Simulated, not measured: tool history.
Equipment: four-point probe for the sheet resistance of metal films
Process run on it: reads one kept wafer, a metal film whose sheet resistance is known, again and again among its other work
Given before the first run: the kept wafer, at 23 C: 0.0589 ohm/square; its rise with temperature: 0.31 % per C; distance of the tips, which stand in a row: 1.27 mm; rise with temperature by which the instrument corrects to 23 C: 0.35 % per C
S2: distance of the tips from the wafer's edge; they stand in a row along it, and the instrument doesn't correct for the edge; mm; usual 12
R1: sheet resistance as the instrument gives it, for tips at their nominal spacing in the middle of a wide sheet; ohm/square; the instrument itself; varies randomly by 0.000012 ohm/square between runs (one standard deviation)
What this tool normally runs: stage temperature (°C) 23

run 1 day=0.000 | stage_temperature_(°C)=23 S2=12 | R1=0.059713
run 2 day=2.112 | stage_temperature_(°C)=23 S2=12 | R1=0.059666
run 3 day=4.879 | stage_temperature_(°C)=23 S2=12 | R1=0.059694
run 4 day=7.208 | stage_temperature_(°C)=23 S2=12 | R1=0.059696
run 5 day=9.521 | stage_temperature_(°C)=23 S2=12 | R1=0.059699
run 6 day=11.054 | stage_temperature_(°C)=23 S2=12 | R1=0.059706
run 7 day=12.738 | stage_temperature_(°C)=23 S2=12 | R1=0.059710
run 8 day=14.758 | stage_temperature_(°C)=23 S2=12 | R1=0.059703
run 9 day=16.854 | stage_temperature_(°C)=23 S2=8 | R1=0.060158
run 10 day=18.071 | stage_temperature_(°C)=32 S2=12 | R1=0.059538
run 11 day=20.662 | stage_temperature_(°C)=32 S2=12 | R1=0.059546
-- day=21.650 stage's thermometer calibrated
run 12 day=23.225 | stage_temperature_(°C)=32 S2=12 | R1=0.059566
run 13 day=26.004 | stage_temperature_(°C)=32 S2=12 | R1=0.059598
run 14 day=27.588 | stage_temperature_(°C)=23 S2=12 | R1=0.059789
run 15 day=29.904 | stage_temperature_(°C)=23 S2=12 | R1=0.059796
run 16 day=31.250 | stage_temperature_(°C)=23 S2=12 | R1=0.059793
run 17 day=33.212 | stage_temperature_(°C)=23 S2=12 | R1=0.059825
run 18 day=35.883 | stage_temperature_(°C)=23 S2=12 | R1=0.059830
run 19 day=37.446 | stage_temperature_(°C)=23 S2=18 | R1=0.059609
run 20 day=39.500 | stage_temperature_(°C)=23 S2=18 | R1=0.059620
run 21 day=41.654 | stage_temperature_(°C)=23 S2=18 | R1=0.059621

What does the tool deliver on the next run?
run 22 day=42.804 | stage_temperature_(°C)=32 S2=8 | R1=?

{"run 22": {"R1": 0.060075}}
On a tool with no hidden condition, and with the same random variation, this run would have come out at R1 0.059504 ohm/square.
